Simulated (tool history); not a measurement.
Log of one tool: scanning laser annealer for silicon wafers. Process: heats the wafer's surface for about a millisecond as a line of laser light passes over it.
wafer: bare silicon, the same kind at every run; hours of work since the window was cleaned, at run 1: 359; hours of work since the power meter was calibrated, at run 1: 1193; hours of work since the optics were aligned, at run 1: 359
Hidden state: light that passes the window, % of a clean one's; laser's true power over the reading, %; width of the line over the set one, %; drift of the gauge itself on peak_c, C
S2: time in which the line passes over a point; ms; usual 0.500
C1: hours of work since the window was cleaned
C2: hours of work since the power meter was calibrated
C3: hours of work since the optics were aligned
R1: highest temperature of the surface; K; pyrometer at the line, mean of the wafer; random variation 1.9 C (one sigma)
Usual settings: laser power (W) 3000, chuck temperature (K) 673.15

{"run": 1, "hour": 0.0, "laser power (W)": 3000, "S2": 0.5, "chuck temperature (K)": 673.15, "C1": 359, "C2": 1193, "C3": 359, "R1": 1445.15}
{"run": 2, "hour": 45.2, "laser power (W)": 3000, "S2": 0.5, "chuck temperature (K)": 662.15, "C1": 396, "C2": 1229, "C3": 396, "R1": 1434.15}
{"run": 3, "hour": 74.9, "laser power (W)": 3000, "S2": 0.5, "chuck temperature (K)": 662.15, "C1": 419, "C2": 1253, "C3": 419, "R1": 1432.15}
{"run": 4, "hour": 97.9, "laser power (W)": 3000, "S2": 0.5, "chuck temperature (K)": 673.15, "C1": 438, "C2": 1271, "C3": 438, "R1": 1444.15}
{"hour": 130.6, "done": "window over the wafer cleaned"}
{"run": 5, "hour": 138.8, "laser power (W)": 3000, "S2": 0.5, "chuck temperature (K)": 673.15, "C1": 7, "C2": 1302, "C3": 469, "R1": 1447.15}
{"run": 6, "hour": 164.3, "laser power (W)": 3000, "S2": 0.5, "chuck temperature (K)": 673.15, "C1": 27, "C2": 1322, "C3": 489, "R1": 1443.15}
{"run": 7, "hour": 202.9, "laser power (W)": 3000, "S2": 0.5, "chuck temperature (K)": 673.15, "C1": 58, "C2": 1353, "C3": 520, "R1": 1446.15}
{"run": 8, "hour": 249.6, "laser power (W)": 3000, "S2": 0.5, "chuck temperature (K)": 673.15, "C1": 95, "C2": 1391, "C3": 557, "R1": 1449.15}
{"run": 9, "hour": 279.7, "laser power (W)": 3000, "S2": 0.5, "chuck temperature (K)": 673.15, "C1": 119, "C2": 1414, "C3": 581, "R1": 1445.15}
{"run": 10, "hour": 320.1, "laser power (W)": 3000, "S2": 0.5, "chuck temperature (K)": 651.15, "C1": 151, "C2": 1447, "C3": 613, "R1": 1426.15}
{"run": 11, "hour": 355.3, "laser power (W)": 3000, "S2": 0.5, "chuck temperature (K)": 651.15, "C1": 179, "C2": 1475, "C3": 641, "R1": 1423.15}
{"run": 12, "hour": 402.0, "laser power (W)": 3000, "S2": 0.5, "chuck temperature (K)": 657.15, "C1": 217, "C2": 1512, "C3": 679, "R1": 1429.15}
{"run": 13, "hour": 432.5, "laser power (W)": 3000, "S2": 0.5, "chuck temperature (K)": 657.15, "C1": 241, "C2": 1537, "C3": 703, "R1": 1432.15}
{"run": 14, "hour": 454.2, "laser power (W)": 3000, "S2": 0.5, "chuck temperature (K)": 657.15, "C1": 258, "C2": 1554, "C3": 720, "R1": 1433.15}
{"run": 15, "hour": 487.6, "laser power (W)": 3000, "S2": 0.5, "chuck temperature (K)": 673.15, "C1": 285, "C2": 1580, "C3": 747, "R1": 1446.15}
{"run": 16, "hour": 531.7, "laser power (W)": 3000, "S2": 0.5, "chuck temperature (K)": 673.15, "C1": 320, "C2": 1616, "C3": 782, "R1": 1448.15}
{"run": 17, "hour": 567.2, "laser power (W)": 3000, "S2": 0.5, "chuck temperature (K)": 711.15, "C1": 349, "C2": 1644, "C3": 811, "R1": 1481.15}
{"run": 18, "hour": 596.8, "laser power (W)": 3000, "S2": 0.5, "chuck temperature (K)": 711.15, "C1": 372, "C2": 1668, "C3": 834, "R1": 1484.15}
{"run": 19, "hour": 618.8, "laser power (W)": 3000, "S2": 0.5, "chuck temperature (K)": 650.15, "C1": 390, "C2": 1685, "C3": 852, "R1": 1423.15}
{"run": 20, "hour": 647.4, "laser power (W)": 3000, "S2": 0.5, "chuck temperature (K)": 650.15, "C1": 412, "C2": 1708, "C3": 875, "R1": 1421.15}
{"run": 21, "hour": 668.2, "laser power (W)": 3000, "S2": 0.5, "chuck temperature (K)": 673.15, "C1": 429, "C2": 1725, "C3": 891, "R1": 1448.15}
{"hour": 709.4, "done": "window over the wafer cleaned"}
{"run": 22, "hour": 711.5, "laser power (W)": 3165, "S2": 0.449, "chuck temperature (K)": 673.15, "C1": 2, "C2": 1758, "C3": 924, "R1": 1463.15}
{"run": 23, "hour": 754.9, "laser power (W)": 3165, "S2": 0.449, "chuck temperature (K)": 673.15, "C1": 36, "C2": 1792, "C3": 959, "R1": 1460.15}
{"run": 24, "hour": 794.7, "laser power (W)": 3000, "S2": 0.5, "chuck temperature (K)": 644.15, "C1": 68, "C2": 1824, "C3": 991, "R1": 1417.15}
{"run": 25, "hour": 818.9, "laser power (W)": 3247, "S2": 0.5, "chuck temperature (K)": 683.15, "C1": 87, "C2": 1843, "C3": 1010, "R1": 1538.15}
{"run": 26, "hour": 840.9, "laser power (W)": 2939, "S2": 0.598, "chuck temperature (K)": 638.15, "C1": 105, "C2": 1861, "C3": 1027, "R1": 1454.15}
{"run": 27, "hour": 887.6, "laser power (W)": 2939, "S2": 0.598, "chuck temperature (K)": 638.15, "C1": 142, "C2": 1898, "C3": 1065, "R1": 1451.15}
{"hour": 911.9, "done": "optics aligned, line set to its width"}
{"run": 28, "hour": 924.6, "laser power (W)": 3000, "S2": 0.503, "chuck temperature (K)": 673.15, "C1": 168, "C2": 1924, "C3": 10, "R1": 1448.15}
{"run": 29, "hour": 967.2, "laser power (W)": 3000, "S2": 0.503, "chuck temperature (K)": 673.15, "C1": 202, "C2": 1958, "C3": 44, "R1": 1449.15}
{"run": 30, "hour": 986.9, "laser power (W)": 3000, "S2": 0.503, "chuck temperature (K)": 673.15, "C1": 218, "C2": 1973, "C3": 60, "R1": 1447.15}
{"run": 31, "hour": 1012.1, "laser power (W)": 3000, "S2": 0.503, "chuck temperature (K)": 673.15, "C1": 238, "C2": 1994, "C3": 80, "R1": 1448.15}
{"run": 32, "hour": 1041.0, "laser power (W)": 2644, "S2": 0.561, "chuck temperature (K)": 697.15, "C1": 261, "C2": 2017, "C3": 103, "R1": 1388.15}
{"run": 33, "hour": 1084.1, "laser power (W)": 3017, "S2": 0.5, "chuck temperature (K)": 673.15, "C1": 295, "C2": 2051, "C3": 137, "R1": 1453.15}
{"run": 34, "hour": 1108.9, "laser power (W)": 3000, "S2": 0.431, "chuck temperature (K)": 673.15, "C1": 315, "C2": 2071, "C3": 157, "R1": 1401.15}
{"run": 35, "hour": 1148.2, "laser power (W)": 2771, "S2": 0.488, "chuck temperature (K)": 697.15, "C1": 346, "C2": 2102, "C3": 189, "R1": 1390.15}
{"run": 36, "hour": 1193.2, "laser power (W)": 2771, "S2": 0.488, "chuck temperature (K)": 697.15, "C1": 382, "C2": 2138, "C3": 225, "R1": 1391.15}
{"run": 37, "hour": 1220.3, "laser power (W)": 3000, "S2": 0.397, "chuck temperature (K)": 673.15, "C1": 404, "C2": 2160, "C3": 246, "R1": 1373.15}
{"run": 38, "hour": 1254.0, "laser power (W)": 2612, "S2": 0.5, "chuck temperature (K)": 673.15, "C1": 431, "C2": 2187, "C3": 273, "R1": 1320.15}
{"hour": 1295.6, "done": "window over the wafer cleaned"}
{"run": 39, "hour": 1298.2, "laser power (W)": 2612, "S2": 0.505, "chuck temperature (K)": 674.15, "C1": 2, "C2": 2220, "C3": 307, "R1": 1330.15}
{"run": 40, "hour": 1341.0, "laser power (W)": 2612, "S2": 0.417, "chuck temperature (K)": 674.15, "C1": 36, "C2": 2254, "C3": 341, "R1": 1276.15}
{"run": 41, "hour": 1376.7, "laser power (W)": 2612, "S2": 0.417, "chuck temperature (K)": 674.15, "C1": 65, "C2": 2283, "C3": 369, "R1": 1272.15}

Hidden state at the last listed run before each entry between runs and at the first one after, where it differs:
Between runs 4 and 5: window over the wafer cleaned (hour 130.6)
  light that passes the window, % of a clean one's: 99.89 -> 100
Between runs 21 and 22: window over the wafer cleaned (hour 709.4)
  light that passes the window, % of a clean one's: 99.89 -> 100
Between runs 27 and 28: optics aligned, line set to its width (hour 911.9)
  light that passes the window, % of a clean one's: 99.96 -> 99.95; width of the line over the set one, %: 0.04 -> 0.01
Between runs 38 and 39: window over the wafer cleaned (hour 1295.6)
  light that passes the window, % of a clean one's: 99.88 -> 99.99

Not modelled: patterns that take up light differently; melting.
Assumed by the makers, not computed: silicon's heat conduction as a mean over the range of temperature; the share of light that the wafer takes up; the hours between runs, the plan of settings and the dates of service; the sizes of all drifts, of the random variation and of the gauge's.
